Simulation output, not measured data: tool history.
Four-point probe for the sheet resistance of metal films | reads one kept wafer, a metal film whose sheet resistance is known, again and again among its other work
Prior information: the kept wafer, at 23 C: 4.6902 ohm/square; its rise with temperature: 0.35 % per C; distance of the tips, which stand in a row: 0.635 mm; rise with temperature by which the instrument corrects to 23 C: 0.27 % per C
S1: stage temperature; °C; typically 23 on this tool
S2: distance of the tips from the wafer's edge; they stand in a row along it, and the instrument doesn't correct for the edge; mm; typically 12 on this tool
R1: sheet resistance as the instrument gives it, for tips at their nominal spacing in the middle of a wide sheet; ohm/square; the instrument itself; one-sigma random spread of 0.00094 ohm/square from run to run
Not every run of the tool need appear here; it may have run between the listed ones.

Run 1, hour 0.0: usual settings. Result: R1 4.689909 ohm/square.
Run 2, hour 18.9: usual settings but S2 5 mm. Result: R1 4.723630 ohm/square.
Run 3, hour 38.1: usual settings but S2 5 mm. Result: R1 4.721663 ohm/square.
Run 4, hour 66.5: usual settings but S2 5 mm. Result: R1 4.722549 ohm/square.
Run 5, hour 94.3: usual settings but S2 5 mm. Result: R1 4.722375 ohm/square.
Run 6, hour 122.1: usual settings but S2 5 mm. Result: R1 4.720754 ohm/square.
Run 7, hour 137.9: usual settings but S2 5 mm. Result: R1 4.720912 ohm/square.
Run 8, hour 161.6: usual settings but S2 5 mm. Result: R1 4.721030 ohm/square.
Run 9, hour 181.8: usual settings but S2 5 mm. Result: R1 4.720444 ohm/square.
Run 10, hour 194.3: usual settings but S2 5 mm. Result: R1 4.721997 ohm/square.
Run 11, hour 211.8: usual settings but S2 5 mm. Result: R1 4.720132 ohm/square.
Run 12, hour 232.3: usual settings but S2 5 mm. Result: R1 4.719610 ohm/square.
Run 13, hour 252.2: usual settings. Result: R1 4.687078 ohm/square.
Run 14, hour 275.9: usual settings. Result: R1 4.683909 ohm/square.
Run 15, hour 293.0: usual settings but S2 3 mm. Result: R1 4.786455 ohm/square.
Run 16, hour 305.3: usual settings but S2 3 mm. Result: R1 4.789077 ohm/square.
Run 17, hour 321.4: usual settings but S2 3 mm. Result: R1 4.788389 ohm/square.
Run 18, hour 347.5: usual settings. Result: R1 4.683927 ohm/square.
Run 19, hour 376.0: usual settings. Result: R1 4.685182 ohm/square.
Run 20, hour 390.6: usual settings but S1 21 °C. Result: R1 4.677806 ohm/square.
Run 21, hour 409.5: usual settings. Result: R1 4.683862 ohm/square.
Run 22, hour 427.7: usual settings. Result: R1 4.684676 ohm/square.
Run 23, hour 450.2: usual settings but S1 21 °C, S2 8 mm. Result: R1 4.685025 ohm/square.
Run 24, hour 467.9: usual settings but S1 21 °C. Result: R1 4.676681 ohm/square.
Run 25, hour 489.4: usual settings but S1 34 °C, S2 8 mm. Result: R1 4.730302 ohm/square.
Run 26, hour 503.1: usual settings but S1 19 °C, S2 35 mm. Result: R1 4.661525 ohm/square.
Run 27, hour 524.3: usual settings but S1 20 °C, S2 66 mm. Result: R1 4.664014 ohm/square.
Run 28, hour 550.4: usual settings but S1 27 °C, S2 43 mm. Result: R1 4.689214 ohm/square.
Run 29, hour 579.6: usual settings but S1 27 °C, S2 43 mm. Result: R1 4.688997 ohm/square.
Run 30, hour 608.9: usual settings but S1 27 °C, S2 43 mm. Result: R1 4.690376 ohm/square.
Run 31, hour 628.7: usual settings but S1 27 °C, S2 43 mm. Result: R1 4.688926 ohm/square.
Run 32, hour 654.7: usual settings but S1 28 °C, S2 9 mm. Result: R1 4.703202 ohm/square.
Run 33, hour 678.6: usual settings but S1 28 °C, S2 9 mm. Result: R1 4.703803 ohm/square.
Run 34, hour 691.7: usual settings but S1 31 °C, S2 20 mm. Result: R1 4.703357 ohm/square.
Run 35, hour 713.0: usual settings but S1 20 °C, S2 3 mm. Result: R1 4.771555 ohm/square.
Run 36, hour 743.7: usual settings but S2 4 mm. Result: R1 4.734833 ohm/square.
Run 37, hour 767.6: usual settings but S1 34 °C. Result: R1 4.715257 ohm/square.
Run 38, hour 782.3: usual settings but S1 34 °C. Result: R1 4.714989 ohm/square.
Run 39, hour 810.4: usual settings but S1 20 °C. Result: R1 4.667958 ohm/square.
Run 40, hour 823.7: usual settings but S1 25 °C, S2 9 mm. Result: R1 4.690237 ohm/square.
Run 41, hour 851.6: usual settings but S1 25 °C, S2 9 mm. Result: R1 4.691401 ohm/square.
Run 42, hour 881.7: usual settings but S1 25 °C, S2 9 mm. Result: R1 4.689559 ohm/square.
Run 43, hour 901.6: usual settings but S1 26 °C. Result: R1 4.687712 ohm/square.
Run 44, hour 923.6: usual settings but S1 19 °C, S2 53 mm. Result: R1 4.656869 ohm/square.

Each row is a separate what-if for the run after 44, all from the same tool condition, not one after another. Results?
Run A, hour 948.6: usual settings but S1 33 °C, S2 50 mm. Result: R1 ?.
Run B, hour 948.6: usual settings but S1 20 °C, S2 42 mm. Result: R1 ?.
Run C, hour 948.6: usual settings but S2 15 mm. Result: R1 ?.

run        R1
  A  4.705597
  B  4.660057
  C  4.672020
With no hidden state in the tool, these same runs would have given:
run        R1
  A  4.726430
  B  4.681042
  C  4.692974
